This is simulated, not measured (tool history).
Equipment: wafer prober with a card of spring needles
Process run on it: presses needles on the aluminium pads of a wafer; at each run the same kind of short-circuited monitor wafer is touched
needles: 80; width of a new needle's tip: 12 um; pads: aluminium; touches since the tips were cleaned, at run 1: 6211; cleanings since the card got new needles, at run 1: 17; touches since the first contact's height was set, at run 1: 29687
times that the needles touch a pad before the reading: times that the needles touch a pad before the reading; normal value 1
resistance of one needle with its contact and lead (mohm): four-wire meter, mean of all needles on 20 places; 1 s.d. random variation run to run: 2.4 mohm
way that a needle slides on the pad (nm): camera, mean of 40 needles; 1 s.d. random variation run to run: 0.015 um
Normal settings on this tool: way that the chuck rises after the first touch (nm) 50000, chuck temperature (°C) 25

run,hour,way that the chuck rises after the first touch (nm),chuck temperature (°C),times that the needles touch a pad before the reading,touches since the tips were cleaned,cleanings since the card got new needles,touches since the first contact's height was set,resistance of one needle with its contact and lead (mohm),way that a needle slides on the pad (nm)
1,0.0,50000,25,1,6211,17,29687,375,11760
# hour 5.8: tips cleaned on abrasive film
2,25.4,50000,28,1,5977,18,37386,370,11710
# hour 32.9: tips cleaned on abrasive film
3,55.3,50000,25,1,6803,19,46440,375,11690
# hour 61.4: tips cleaned on abrasive film
# hour 87.6: tips cleaned on abrasive film
4,92.7,50000,25,1,1540,21,57742,331,11650
# hour 115.0: tips cleaned on abrasive film
5,118.6,50000,25,1,1107,22,65597,325,11660
# hour 143.3: tips cleaned on abrasive film
6,152.3,50000,25,1,2732,23,75798,365,11650
# hour 170.2: tips cleaned on abrasive film
7,170.2,50000,25,1,0,24,81216,273,11650
# hour 173.7: height of the first contact set anew
8,195.9,50000,25,1,7713,24,6746,378,11580
# hour 198.6: tips cleaned on abrasive film
# hour 224.5: tips cleaned on abrasive film
9,230.5,50000,40,2,1814,26,17205,320,11530
# hour 252.1: tips cleaned on abrasive film
10,269.1,50000,48,2,5148,27,28899,339,11530
# hour 281.1: tips cleaned on abrasive film
11,291.1,50000,48,2,3036,28,35565,332,11530
# hour 307.6: tips cleaned on abrasive film
12,311.5,56000,25,2,1185,29,41733,287,12920
# hour 313.4: height of the first contact set anew, once more
# hour 337.4: tips cleaned on abrasive film
13,339.1,36000,25,2,512,30,7764,318,8430
# hour 364.1: tips cleaned on abrasive film
14,372.2,36000,25,2,2461,31,17817,367,8440
# hour 393.0: tips cleaned on abrasive film
15,400.5,50000,25,2,2274,32,26383,317,11720

Forecast each of these 5 alternatives for the next run:
# hour 421.0: tips cleaned on abrasive film
A,430.6,50000,60,1,2939,33,35510,?,?
# hour 421.0: tips cleaned on abrasive film
B,430.6,50000,50,1,2939,33,35510,?,?
# hour 421.0: tips cleaned on abrasive film
C,430.6,50000,90,2,2939,33,35510,?,?
# hour 421.0: tips cleaned on abrasive film
D,430.6,50000,124,1,2939,33,35510,?,?
# hour 421.0: tips cleaned on abrasive film
E,430.6,40000,102,2,2939,33,35510,?,?

run,resistance of one needle with its contact and lead (mohm),way that a needle slides on the pad (nm)
A,372,11700
B,365,11720
C,343,11720
D,381,11720
E,370,9370
Stripped of hidden state, with their random variation kept, the same runs would have yielded:
run,resistance of one needle with its contact and lead (mohm),way that a needle slides on the pad (nm)
A,285,11760
B,278,11780
C,293,11780
D,303,11780
E,297,9430

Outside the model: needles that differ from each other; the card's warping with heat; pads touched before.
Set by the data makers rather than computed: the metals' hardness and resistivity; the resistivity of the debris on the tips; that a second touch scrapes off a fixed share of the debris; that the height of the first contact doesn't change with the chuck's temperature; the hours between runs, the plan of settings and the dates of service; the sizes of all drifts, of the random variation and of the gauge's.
